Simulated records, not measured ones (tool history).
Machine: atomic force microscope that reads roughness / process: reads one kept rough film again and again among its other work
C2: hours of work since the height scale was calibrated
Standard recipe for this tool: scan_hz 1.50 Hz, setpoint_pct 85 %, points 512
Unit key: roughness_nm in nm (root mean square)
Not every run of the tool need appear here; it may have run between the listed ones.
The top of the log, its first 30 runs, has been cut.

-- hour=970.7 new tip fitted
run 31 hour=990.9 | scan_hz=0.56 setpoint_pct=78 points=462 | pictures_with_this_tip=29 C2=224 | roughness_nm=1.810
run 32 hour=1024.7 | scan_hz=2.03 setpoint_pct=78 points=522 | pictures_with_this_tip=76 C2=244 | roughness_nm=1.549
run 33 hour=1044.9 | scan_hz=2.01 setpoint_pct=61 points=399 | pictures_with_this_tip=104 C2=256 | roughness_nm=1.683
run 34 hour=1095.3 | scan_hz=2.01 setpoint_pct=61 points=399 | pictures_with_this_tip=174 C2=285 | roughness_nm=1.620
-- hour=1119.9 new tip fitted
run 35 hour=1136.2 | scan_hz=2.01 setpoint_pct=61 points=399 | pictures_with_this_tip=23 C2=308 | roughness_nm=1.787
run 36 hour=1173.9 | scan_hz=2.01 setpoint_pct=61 points=399 | pictures_with_this_tip=75 C2=330 | roughness_nm=1.732
run 37 hour=1215.6 | scan_hz=1.34 setpoint_pct=85 points=331 | pictures_with_this_tip=133 C2=354 | roughness_nm=1.494
run 38 hour=1258.6 | scan_hz=1.34 setpoint_pct=85 points=591 | pictures_with_this_tip=193 C2=378 | roughness_nm=1.450
-- hour=1270.9 new tip fitted
run 39 hour=1304.6 | scan_hz=1.34 setpoint_pct=85 points=591 | pictures_with_this_tip=47 C2=405 | roughness_nm=1.596
run 40 hour=1325.9 | scan_hz=1.50 setpoint_pct=85 points=941 | pictures_with_this_tip=76 C2=417 | roughness_nm=1.520

Forecast run 41:
run 41 hour=1367.2 | scan_hz=1.50 setpoint_pct=85 points=941 | pictures_with_this_tip=134 C2=441 | roughness_nm=?

roughness_nm: 1.479 nm (root mean square)
Minus the tool's unlogged condition, the same run would have read roughness_nm 1.619 nm (root mean square).
